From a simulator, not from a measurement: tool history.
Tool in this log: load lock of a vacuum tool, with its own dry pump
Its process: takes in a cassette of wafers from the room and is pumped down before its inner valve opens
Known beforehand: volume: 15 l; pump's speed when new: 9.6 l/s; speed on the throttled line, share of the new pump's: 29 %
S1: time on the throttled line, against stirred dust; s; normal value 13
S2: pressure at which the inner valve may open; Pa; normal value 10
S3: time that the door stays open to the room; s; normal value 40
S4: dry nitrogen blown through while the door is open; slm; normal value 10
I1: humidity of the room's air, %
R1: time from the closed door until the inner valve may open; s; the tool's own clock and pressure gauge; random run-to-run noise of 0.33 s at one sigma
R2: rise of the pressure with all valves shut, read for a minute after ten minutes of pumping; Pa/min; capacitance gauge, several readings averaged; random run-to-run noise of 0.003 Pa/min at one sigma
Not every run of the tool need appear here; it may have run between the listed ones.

Run 1, hour 0.0: usual settings; I1 44.2. Result: R1 27.0 s, R2 0.095 Pa/min.
Run 2, hour 607.0: usual settings; I1 49.9. Result: R1 27.8 s, R2 0.103 Pa/min.
Run 3, hour 1019.7: usual settings but S3 48 s; I1 44.2. Result: R1 27.8 s, R2 0.105 Pa/min.
Run 4, hour 1304.7: usual settings but S3 99 s; I1 45.0. Result: R1 27.6 s, R2 0.123 Pa/min.
Run 5, hour 1661.4: usual settings but S2 15 Pa; I1 42.7. Result: R1 26.4 s, R2 0.103 Pa/min.
Run 6, hour 1920.0: usual settings but S2 13 Pa; I1 44.8. Result: R1 26.9 s, R2 0.113 Pa/min.
Run 7, hour 2446.5: usual settings but S2 13 Pa; I1 43.9. Result: R1 27.5 s, R2 0.114 Pa/min.
At hour 2766.2: dry pump taken out, an overhauled one fitted.
Run 8, hour 2845.5: usual settings but S2 13 Pa; I1 44.9. Result: R1 23.5 s, R2 0.112 Pa/min.
Run 9, hour 3386.8: usual settings but S2 13 Pa; I1 44.0. Result: R1 23.3 s, R2 0.115 Pa/min.
Run 10, hour 3909.6: usual settings but S2 13 Pa; I1 43.7. Result: R1 23.3 s, R2 0.123 Pa/min.
Run 11, hour 4409.7: usual settings but S3 72 s; I1 45.6. Result: R1 23.9 s, R2 0.142 Pa/min.
Run 12, hour 4767.0: usual settings but S3 72 s; I1 44.8. Result: R1 24.2 s, R2 0.144 Pa/min.
Run 13, hour 5047.8: usual settings but S2 7 Pa, S3 72 s; I1 44.9. Result: R1 25.0 s, R2 0.137 Pa/min.
Run 14, hour 5318.8: usual settings but S2 7 Pa, S3 72 s; I1 45.8. Result: R1 24.5 s, R2 0.139 Pa/min.
Run 15, hour 5826.2: usual settings but S2 7 Pa, S3 72 s; I1 43.3. Result: R1 24.2 s, R2 0.141 Pa/min.
Run 16, hour 6298.1: usual settings but S4 23 slm; I1 41.4. Result: R1 24.8 s, R2 0.120 Pa/min.
Run 17, hour 6636.4: usual settings but S4 23 slm; I1 46.4. Result: R1 24.4 s, R2 0.130 Pa/min.
Run 18, hour 7178.8: usual settings but S4 23 slm; I1 45.4. Result: R1 25.0 s, R2 0.135 Pa/min.
Run 19, hour 7618.3: usual settings but S3 179 s, S4 23 slm; I1 45.0. Result: R1 24.7 s, R2 0.154 Pa/min.
Run 20, hour 8132.7: usual settings but S3 179 s, S4 23 slm; I1 45.0. Result: R1 24.9 s, R2 0.155 Pa/min.
Run 21, hour 8688.5: usual settings but S1 11 s, S2 20 Pa, S4 8 slm; I1 45.3. Result: R1 22.3 s, R2 0.160 Pa/min.
Run 22, hour 8958.9: usual settings but S1 15 s, S3 116 s, S4 16 slm; I1 43.5. Result: R1 26.8 s, R2 0.169 Pa/min.
Run 23, hour 9391.4: usual settings but S1 15 s, S3 116 s, S4 16 slm; I1 44.6. Result: R1 26.5 s, R2 0.167 Pa/min.
Run 24, hour 9831.5: usual settings but S1 19 s, S3 160 s, S4 16 slm; I1 44.7. Result: R1 29.3 s, R2 0.182 Pa/min.
Run 25, hour 10207.5: usual settings but S2 18 Pa, S3 65 s, S4 17 slm; I1 43.1. Result: R1 23.9 s, R2 0.169 Pa/min.
Run 26, hour 10572.0: usual settings but S4 14 slm; I1 41.8. Result: R1 25.2 s, R2 0.166 Pa/min.
Run 27, hour 11044.9: usual settings but S1 7 s, S2 9 Pa, S3 146 s; I1 40.7. Result: R1 21.0 s, R2 0.196 Pa/min.
Run 28, hour 11555.1: usual settings but S1 7 s, S2 9 Pa, S3 146 s; I1 46.2. Result: R1 21.4 s, R2 0.208 Pa/min.
Run 29, hour 11897.0: usual settings but S1 7 s, S2 9 Pa, S3 146 s; I1 47.9. Result: R1 21.4 s, R2 0.217 Pa/min.
Run 30, hour 12225.8: usual settings but S3 232 s; I1 44.1. Result: R1 25.4 s, R2 0.221 Pa/min.
Run 31, hour 12616.7: usual settings but S1 12 s, S2 8 Pa, S3 26 s, S4 13 slm; I1 43.5. Result: R1 24.6 s, R2 0.184 Pa/min.
Run 32, hour 13043.3: usual settings but S1 12 s, S3 66 s; I1 44.7. Result: R1 24.8 s, R2 0.206 Pa/min.
Run 33, hour 13399.0: usual settings but S2 9 Pa, S4 4 slm; I1 45.7. Result: R1 25.8 s, R2 0.223 Pa/min.
Run 34, hour 13822.5: usual settings but S2 9 Pa, S4 4 slm; I1 42.9. Result: R1 25.6 s, R2 0.217 Pa/min.
Run 35, hour 14270.6: usual settings but S1 6 s, S3 50 s; I1 45.2. Result: R1 20.8 s, R2 0.214 Pa/min.
Run 36, hour 14588.6: usual settings but S1 6 s, S2 7 Pa, S3 50 s, S4 9 slm; I1 42.4. Result: R1 22.2 s, R2 0.216 Pa/min.
Run 37, hour 15118.4: usual settings but S1 6 s, S2 7 Pa, S3 50 s, S4 22 slm; I1 44.3. Result: R1 22.1 s, R2 0.214 Pa/min.

A few steps of R1 between consecutive runs. Split each: what settings, incoming material and random variation would produce without the hidden state, and what is left over for the hidden state, along with gauge scatter present in only one of the two compared results (measured, and without hidden state):
Hidden state at play: pump's speed, % of a new pump's; leak at the door's seal, Pa l/s; drift of the gauge itself on ready_s, %; drift of the gauge itself on rise_pa_min, %.
Run 7 -> 8: dry pump taken out, an overhauled one fitted. R1 -4.0 s: hidden state -3.8, all else -0.2.
Run 21 -> 22: S1 11 -> 15, S2 20 -> 10, S3 40 -> 116, S4 8 -> 16. R1 +4.5 s: hidden state +0.1, all else +4.4.
Run 24 -> 25: S1 19 -> 13, S2 10 -> 18, S3 160 -> 65, S4 16 -> 17. R1 -5.4 s: hidden state +0.1, all else -5.5.
Run 26 -> 27: S1 13 -> 7, S2 10 -> 9, S3 40 -> 146, S4 14 -> 10. R1 -4.2 s: hidden state +0.4, all else -4.6.
Run 29 -> 30: S1 7 -> 13, S2 9 -> 10, S3 146 -> 232. R1 +4.0 s: hidden state -0.3, all else +4.3.
Run 34 -> 35: S1 13 -> 6, S2 9 -> 10, S3 40 -> 50, S4 4 -> 10. R1 -4.8 s: hidden state +0.3, all else -5.1.

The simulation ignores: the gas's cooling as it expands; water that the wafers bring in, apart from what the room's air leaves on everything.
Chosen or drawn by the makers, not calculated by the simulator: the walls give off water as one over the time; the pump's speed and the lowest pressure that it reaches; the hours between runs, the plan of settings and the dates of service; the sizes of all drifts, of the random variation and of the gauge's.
